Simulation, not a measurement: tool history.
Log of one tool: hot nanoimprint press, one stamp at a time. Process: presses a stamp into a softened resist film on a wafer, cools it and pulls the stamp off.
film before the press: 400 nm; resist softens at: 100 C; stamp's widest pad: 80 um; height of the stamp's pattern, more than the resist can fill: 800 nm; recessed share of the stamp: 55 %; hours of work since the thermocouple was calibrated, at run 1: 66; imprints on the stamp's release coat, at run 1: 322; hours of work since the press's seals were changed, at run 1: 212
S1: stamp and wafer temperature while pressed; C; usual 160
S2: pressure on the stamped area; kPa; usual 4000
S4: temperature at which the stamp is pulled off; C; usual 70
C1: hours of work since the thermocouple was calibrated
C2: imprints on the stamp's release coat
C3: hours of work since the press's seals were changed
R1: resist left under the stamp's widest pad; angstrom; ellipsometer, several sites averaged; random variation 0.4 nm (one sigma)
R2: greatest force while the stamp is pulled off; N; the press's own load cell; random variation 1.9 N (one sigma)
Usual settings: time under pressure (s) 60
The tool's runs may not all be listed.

Run 1, hour 0.0: usual settings; C1 66; C2 322; C3 212. Result: R1 1857 angstrom, R2 206 N.
Run 2, hour 56.9: usual settings; C1 108; C2 531; C3 255. Result: R1 1858 angstrom, R2 202 N.
Run 3, hour 93.2: usual settings; C1 136; C2 664; C3 282. Result: R1 1852 angstrom, R2 202 N.
Run 4, hour 153.4: usual settings; C1 181; C2 885; C3 327. Result: R1 1866 angstrom, R2 205 N.
Run 5, hour 187.4: usual settings but S1 172 C; C1 206; C2 1010; C3 353. Result: R1 1121 angstrom, R2 206 N.
Run 6, hour 258.7: usual settings but S2 3090 kPa, time under pressure (s) 87, S4 71 C; C1 260; C2 1272; C3 406. Result: R1 1912 angstrom, R2 197 N.

The next listed run, before its measurement:
At hour 318.1: stamp cleaned and given a new release coat.
Run 7, hour 318.1: usual settings but S1 159 C, S2 3870 kPa, time under pressure (s) 114, S4 56 C; C1 300; C2 0; C3 446. Result: R1 ?, R2 ?.

Run 7 gave R1 1603 angstrom, R2 276 N.
Without the tool's hidden state the same run would have given R1 1596 angstrom, R2 276 N.
